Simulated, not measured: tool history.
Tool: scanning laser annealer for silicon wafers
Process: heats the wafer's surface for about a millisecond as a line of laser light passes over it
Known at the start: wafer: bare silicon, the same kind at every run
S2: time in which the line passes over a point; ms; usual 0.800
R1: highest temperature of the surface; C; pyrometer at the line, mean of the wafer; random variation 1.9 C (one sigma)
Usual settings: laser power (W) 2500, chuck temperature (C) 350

run 1 hour=0.0 | laser_power_(W)=2500 S2=0.800 chuck_temperature_(C)=350 | R1=1180
run 2 hour=6.5 | laser_power_(W)=2500 S2=0.800 chuck_temperature_(C)=350 | R1=1180
run 3 hour=10.6 | laser_power_(W)=2500 S2=0.800 chuck_temperature_(C)=350 | R1=1182
run 4 hour=17.9 | laser_power_(W)=2500 S2=0.800 chuck_temperature_(C)=347 | R1=1178
run 5 hour=23.7 | laser_power_(W)=2500 S2=0.800 chuck_temperature_(C)=350 | R1=1176
run 6 hour=27.9 | laser_power_(W)=2521 S2=0.800 chuck_temperature_(C)=350 | R1=1191
run 7 hour=33.4 | laser_power_(W)=2521 S2=0.618 chuck_temperature_(C)=350 | R1=1099
run 8 hour=38.8 | laser_power_(W)=2500 S2=0.800 chuck_temperature_(C)=372 | R1=1201
run 9 hour=44.1 | laser_power_(W)=2714 S2=0.800 chuck_temperature_(C)=350 | R1=1259
run 10 hour=51.3 | laser_power_(W)=2714 S2=0.800 chuck_temperature_(C)=350 | R1=1260
run 11 hour=56.3 | laser_power_(W)=2500 S2=0.698 chuck_temperature_(C)=315 | R1=1098
run 12 hour=62.2 | laser_power_(W)=2238 S2=0.612 chuck_temperature_(C)=325 | R1=982
run 13 hour=67.5 | laser_power_(W)=2594 S2=0.629 chuck_temperature_(C)=350 | R1=1129
run 14 hour=72.7 | laser_power_(W)=2168 S2=0.800 chuck_temperature_(C)=388 | R1=1100
run 15 hour=78.1 | laser_power_(W)=2211 S2=0.800 chuck_temperature_(C)=387 | R1=1114
run 16 hour=84.5 | laser_power_(W)=2132 S2=0.951 chuck_temperature_(C)=378 | R1=1135

Forecast each of these 3 alternatives for the next run:
run A hour=92.9 | laser_power_(W)=2737 S2=0.861 chuck_temperature_(C)=378 | R1=?
run B hour=92.9 | laser_power_(W)=2235 S2=0.694 chuck_temperature_(C)=326 | R1=?
run C hour=92.9 | laser_power_(W)=2338 S2=0.746 chuck_temperature_(C)=338 | R1=?

run=A R1=1322
run=B R1=1014
run=C R1=1087
Without the tool's hidden state the same runs would have given:
run=A R1=1323
run=B R1=1015
run=C R1=1088

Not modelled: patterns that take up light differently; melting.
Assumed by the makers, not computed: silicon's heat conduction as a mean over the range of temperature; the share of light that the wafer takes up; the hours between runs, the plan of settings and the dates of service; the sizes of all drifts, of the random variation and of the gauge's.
